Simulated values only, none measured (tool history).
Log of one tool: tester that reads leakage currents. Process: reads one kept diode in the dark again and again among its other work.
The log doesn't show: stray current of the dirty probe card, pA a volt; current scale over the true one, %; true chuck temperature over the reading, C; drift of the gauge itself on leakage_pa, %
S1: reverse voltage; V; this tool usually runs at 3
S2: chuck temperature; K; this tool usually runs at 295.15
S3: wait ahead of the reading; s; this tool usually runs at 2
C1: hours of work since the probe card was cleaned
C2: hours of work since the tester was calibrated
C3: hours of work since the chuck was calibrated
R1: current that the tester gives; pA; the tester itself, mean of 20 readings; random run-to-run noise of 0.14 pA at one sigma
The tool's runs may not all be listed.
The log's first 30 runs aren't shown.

run    hour     S1      S2    S3    C1   C2    C3      R1
 31  2752.2   4.96  315.15  0.41   968  149  1517  342.93
 32  2837.8   1.33  294.15  1.26  1021  202  1570   31.24
 33  2894.2  14.76  295.15   2.1  1056  237  1605  118.74
 34  2975.4  14.14  295.15   2.1  1107  288  1656  116.62
 35  3101.8  18.34  315.15  1.63  1186  367  1735  643.52
 36  3152.7  18.34  315.15  1.63  1217  398  1766   646.6
 37  3261.4   1.21  294.15     2  1285  466  1834   30.67
 38  3315.7  16.96  295.15  1.19  1319  500  1868  135.79
 39  3397.3   4.41  295.15  0.88  1370  551  1919   65.57

Consider 5 possible next runs. They are alternatives, not a sequence: every one starts from the tool as it was left by run 39. What does each give?
  A  3521.7  4.79  298.15  0.88  1447  628  1996   ?
  B  3521.7  1.34  298.15  0.35  1447  628  1996   ?
  C  3521.7  4.41  327.15  0.88  1447  628  1996   ?
  D  3521.7  3.15  295.15  0.49  1447  628  1996   ?
  E  3521.7  1.25  312.15  1.21  1447  628  1996   ?

run      R1
  A   87.83
  B   46.56
  C  827.03
  D   56.24
  E  143.07
Without the tool's unlogged condition, the same runs would have read:
run      R1
  A   72.49
  B   40.26
  C  756.16
  D   46.21
  E  128.97
